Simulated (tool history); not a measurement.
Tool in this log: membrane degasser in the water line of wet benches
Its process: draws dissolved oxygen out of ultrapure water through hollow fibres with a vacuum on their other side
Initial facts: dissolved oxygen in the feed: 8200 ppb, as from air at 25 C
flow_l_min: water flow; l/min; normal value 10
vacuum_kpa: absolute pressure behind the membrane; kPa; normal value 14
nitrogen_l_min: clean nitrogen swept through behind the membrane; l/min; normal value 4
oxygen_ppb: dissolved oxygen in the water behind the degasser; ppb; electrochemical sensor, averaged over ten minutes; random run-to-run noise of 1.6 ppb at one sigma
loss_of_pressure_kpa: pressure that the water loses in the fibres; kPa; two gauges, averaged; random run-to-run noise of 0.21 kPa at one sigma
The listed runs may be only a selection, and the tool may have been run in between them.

Run 1, day 0: usual settings. Result: oxygen_ppb 161.5 ppb, loss_of_pressure_kpa 48.92 kPa.
Run 2, day 9.442: usual settings but nitrogen_l_min 2.75 l/min. Result: oxygen_ppb 193.3 ppb, loss_of_pressure_kpa 48.81 kPa.
Run 3, day 17.717: usual settings. Result: oxygen_ppb 158.8 ppb, loss_of_pressure_kpa 48.89 kPa.
Run 4, day 24.821: usual settings. Result: oxygen_ppb 163.7 ppb, loss_of_pressure_kpa 49.06 kPa.
Run 5, day 34.825: usual settings. Result: oxygen_ppb 162.8 ppb, loss_of_pressure_kpa 48.58 kPa.
At day 37.262: vacuum gauge calibrated.
Run 6, day 42.812: usual settings. Result: oxygen_ppb 161.4 ppb, loss_of_pressure_kpa 48.82 kPa.
Run 7, day 51.871: usual settings. Result: oxygen_ppb 158.1 ppb, loss_of_pressure_kpa 48.85 kPa.
Run 8, day 60.358: usual settings. Result: oxygen_ppb 162.4 ppb, loss_of_pressure_kpa 48.64 kPa.
Run 9, day 69.104: usual settings. Result: oxygen_ppb 160.8 ppb, loss_of_pressure_kpa 48.78 kPa.
Run 10, day 78.65: usual settings. Result: oxygen_ppb 160.3 ppb, loss_of_pressure_kpa 49.13 kPa.
Run 11, day 90: usual settings. Result: oxygen_ppb 165.2 ppb, loss_of_pressure_kpa 49.02 kPa.
Run 12, day 99.338: usual settings but vacuum_kpa 24.8 kPa. Result: oxygen_ppb 227.8 ppb, loss_of_pressure_kpa 48.95 kPa.
Run 13, day 109.858: usual settings but vacuum_kpa 24.8 kPa. Result: oxygen_ppb 225.7 ppb, loss_of_pressure_kpa 49.04 kPa.
Run 14, day 117.812: usual settings. Result: oxygen_ppb 164.2 ppb, loss_of_pressure_kpa 49.11 kPa.
Run 15, day 125.558: usual settings but vacuum_kpa 11 kPa. Result: oxygen_ppb 145.3 ppb, loss_of_pressure_kpa 48.87 kPa.
Run 16, day 132.088: usual settings but vacuum_kpa 11 kPa. Result: oxygen_ppb 144.1 ppb, loss_of_pressure_kpa 48.69 kPa.
At day 133.738: seals of the vacuum lines changed.
At day 135.362: membrane cartridge changed.
Run 17, day 141.954: usual settings but vacuum_kpa 25.7 kPa. Result: oxygen_ppb 231.5 ppb, loss_of_pressure_kpa 48.9 kPa.
Run 18, day 153.517: usual settings but flow_l_min 8 l/min, nitrogen_l_min 2.55 l/min. Result: oxygen_ppb 148 ppb, loss_of_pressure_kpa 38.81 kPa.
Run 19, day 164.45: usual settings but vacuum_kpa 24.4 kPa, nitrogen_l_min 11.72 l/min. Result: oxygen_ppb 142.1 ppb, loss_of_pressure_kpa 48.81 kPa.
Run 20, day 174.967: usual settings but flow_l_min 8 l/min, vacuum_kpa 12.9 kPa. Result: oxygen_ppb 113.8 ppb, loss_of_pressure_kpa 39.32 kPa.
Run 21, day 181.562: usual settings but flow_l_min 12 l/min, vacuum_kpa 10.2 kPa, nitrogen_l_min 3.98 l/min. Result: oxygen_ppb 177.6 ppb, loss_of_pressure_kpa 58.69 kPa.
Run 22, day 193.125: usual settings but flow_l_min 12 l/min, vacuum_kpa 31.2 kPa, nitrogen_l_min 2.83 l/min. Result: oxygen_ppb 407.1 ppb, loss_of_pressure_kpa 58.41 kPa.
Run 23, day 198.583: usual settings but vacuum_kpa 25.9 kPa, nitrogen_l_min 2.97 l/min. Result: oxygen_ppb 279.7 ppb, loss_of_pressure_kpa 48.52 kPa.
Run 24, day 208.521: usual settings but vacuum_kpa 26.1 kPa, nitrogen_l_min 3.37 l/min. Result: oxygen_ppb 259.5 ppb, loss_of_pressure_kpa 48.85 kPa.
Run 25, day 217.908: usual settings but vacuum_kpa 13.1 kPa, nitrogen_l_min 10.89 l/min. Result: oxygen_ppb 120.9 ppb, loss_of_pressure_kpa 48.91 kPa.
Run 26, day 227.929: usual settings but flow_l_min 11 l/min, nitrogen_l_min 11.07 l/min. Result: oxygen_ppb 139.1 ppb, loss_of_pressure_kpa 53.61 kPa.
Run 27, day 238.612: usual settings but flow_l_min 11 l/min, nitrogen_l_min 11.07 l/min. Result: oxygen_ppb 137.9 ppb, loss_of_pressure_kpa 53.78 kPa.
Run 28, day 246.821: usual settings but flow_l_min 11 l/min, nitrogen_l_min 11.07 l/min. Result: oxygen_ppb 139.7 ppb, loss_of_pressure_kpa 53.38 kPa.
Run 29, day 254.692: usual settings but flow_l_min 11 l/min, nitrogen_l_min 11.07 l/min. Result: oxygen_ppb 140.7 ppb, loss_of_pressure_kpa 53.6 kPa.
Run 30, day 260.742: usual settings but flow_l_min 11 l/min, nitrogen_l_min 11.07 l/min. Result: oxygen_ppb 139.3 ppb, loss_of_pressure_kpa 53.97 kPa.
Run 31, day 266.779: usual settings but flow_l_min 11 l/min, nitrogen_l_min 11.07 l/min. Result: oxygen_ppb 137.2 ppb, loss_of_pressure_kpa 53.66 kPa.
Run 32, day 273.529: usual settings but vacuum_kpa 9.1 kPa, nitrogen_l_min 11.07 l/min. Result: oxygen_ppb 109.5 ppb, loss_of_pressure_kpa 48.68 kPa.

3 ways to go on from here, each from the tool as it stands after run 32. What would each give?
Run A, day 282.525: usual settings but flow_l_min 7 l/min, vacuum_kpa 28 kPa, nitrogen_l_min 11.07 l/min. Result: oxygen_ppb ?, loss_of_pressure_kpa ?.
Run B, day 282.525: usual settings but nitrogen_l_min 9.36 l/min. Result: oxygen_ppb ?, loss_of_pressure_kpa ?.
Run C, day 282.525: usual settings but flow_l_min 15 l/min, vacuum_kpa 34.8 kPa, nitrogen_l_min 11.68 l/min. Result: oxygen_ppb ?, loss_of_pressure_kpa ?.

run  oxygen_ppb  loss_of_pressure_kpa
  A        92.9                 34.09
  B       123.4                 48.68
  C       274.3                  73.4
Take away the tool's hidden state, keep each run's random variation, and the runs would have read:
run  oxygen_ppb  loss_of_pressure_kpa
  A        92.8                 34.08
  B       123.3                 48.67
  C       274.1                 73.38

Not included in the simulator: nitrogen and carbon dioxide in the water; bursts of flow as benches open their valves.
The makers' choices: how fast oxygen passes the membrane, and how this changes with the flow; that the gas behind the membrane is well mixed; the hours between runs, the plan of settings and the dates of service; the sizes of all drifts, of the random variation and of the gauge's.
